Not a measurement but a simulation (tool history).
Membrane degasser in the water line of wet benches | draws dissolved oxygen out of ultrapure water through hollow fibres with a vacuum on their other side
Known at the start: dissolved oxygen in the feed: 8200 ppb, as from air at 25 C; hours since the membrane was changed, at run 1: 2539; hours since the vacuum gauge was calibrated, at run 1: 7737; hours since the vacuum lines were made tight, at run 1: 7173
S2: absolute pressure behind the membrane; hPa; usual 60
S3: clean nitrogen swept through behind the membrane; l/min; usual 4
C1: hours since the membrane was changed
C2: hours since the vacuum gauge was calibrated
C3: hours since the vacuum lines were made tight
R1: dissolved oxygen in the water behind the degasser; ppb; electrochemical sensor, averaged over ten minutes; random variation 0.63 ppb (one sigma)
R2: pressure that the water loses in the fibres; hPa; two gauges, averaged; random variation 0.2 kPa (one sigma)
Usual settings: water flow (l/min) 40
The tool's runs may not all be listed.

{"run": 1, "hour": 0.0, "water flow (l/min)": 40, "S2": 60, "S3": 4, "C1": 2539, "C2": 7737, "C3": 7173, "R1": 81.7, "R2": 428.1}
{"run": 2, "hour": 66.2, "water flow (l/min)": 55, "S2": 60, "S3": 4, "C1": 2606, "C2": 7803, "C3": 7239, "R1": 139.1, "R2": 590.1}
{"run": 3, "hour": 124.1, "water flow (l/min)": 40, "S2": 60, "S3": 4, "C1": 2664, "C2": 7861, "C3": 7297, "R1": 82.5, "R2": 428.9}
{"run": 4, "hour": 182.5, "water flow (l/min)": 40, "S2": 60, "S3": 1.67, "C1": 2722, "C2": 7919, "C3": 7356, "R1": 163.9, "R2": 430.8}
{"run": 5, "hour": 235.1, "water flow (l/min)": 40, "S2": 60, "S3": 1.67, "C1": 2775, "C2": 7972, "C3": 7408, "R1": 163.1, "R2": 432.4}
{"run": 6, "hour": 289.2, "water flow (l/min)": 32, "S2": 60, "S3": 4, "C1": 2829, "C2": 8026, "C3": 7462, "R1": 61.4, "R2": 344.9}
{"run": 7, "hour": 346.3, "water flow (l/min)": 40, "S2": 60, "S3": 4, "C1": 2886, "C2": 8083, "C3": 7519, "R1": 84.3, "R2": 431.9}
{"run": 8, "hour": 387.3, "water flow (l/min)": 40, "S2": 60, "S3": 4, "C1": 2927, "C2": 8124, "C3": 7560, "R1": 83.1, "R2": 430.2}
{"run": 9, "hour": 450.7, "water flow (l/min)": 42, "S2": 60, "S3": 4, "C1": 2990, "C2": 8187, "C3": 7624, "R1": 90.5, "R2": 455.1}
{"run": 10, "hour": 508.3, "water flow (l/min)": 50, "S2": 60, "S3": 4, "C1": 3048, "C2": 8245, "C3": 7681, "R1": 118, "R2": 542.3}
{"hour": 518.2, "done": "vacuum gauge calibrated"}
{"run": 11, "hour": 543.9, "water flow (l/min)": 50, "S2": 60, "S3": 4, "C1": 3083, "C2": 26, "C3": 7716, "R1": 118, "R2": 541.5}
{"run": 12, "hour": 572.4, "water flow (l/min)": 33, "S2": 91.2, "S3": 4, "C1": 3111, "C2": 54, "C3": 7745, "R1": 122.7, "R2": 357.2}
{"run": 13, "hour": 634.3, "water flow (l/min)": 27, "S2": 74.3, "S3": 4, "C1": 3173, "C2": 116, "C3": 7807, "R1": 72.5, "R2": 290.5}

Run 14 comes next. What will it give?
{"run": 14, "hour": 667.5, "water flow (l/min)": 54, "S2": 134.7, "S3": 8.53, "C1": 3206, "C2": 149, "C3": 7840, "R1": "?", "R2": "?"}

{"run 14": {"R1": 205.1, "R2": 585.4}}
Without the tool's hidden state the same run would have given R1 197.9 ppb, R2 573.9 hPa.
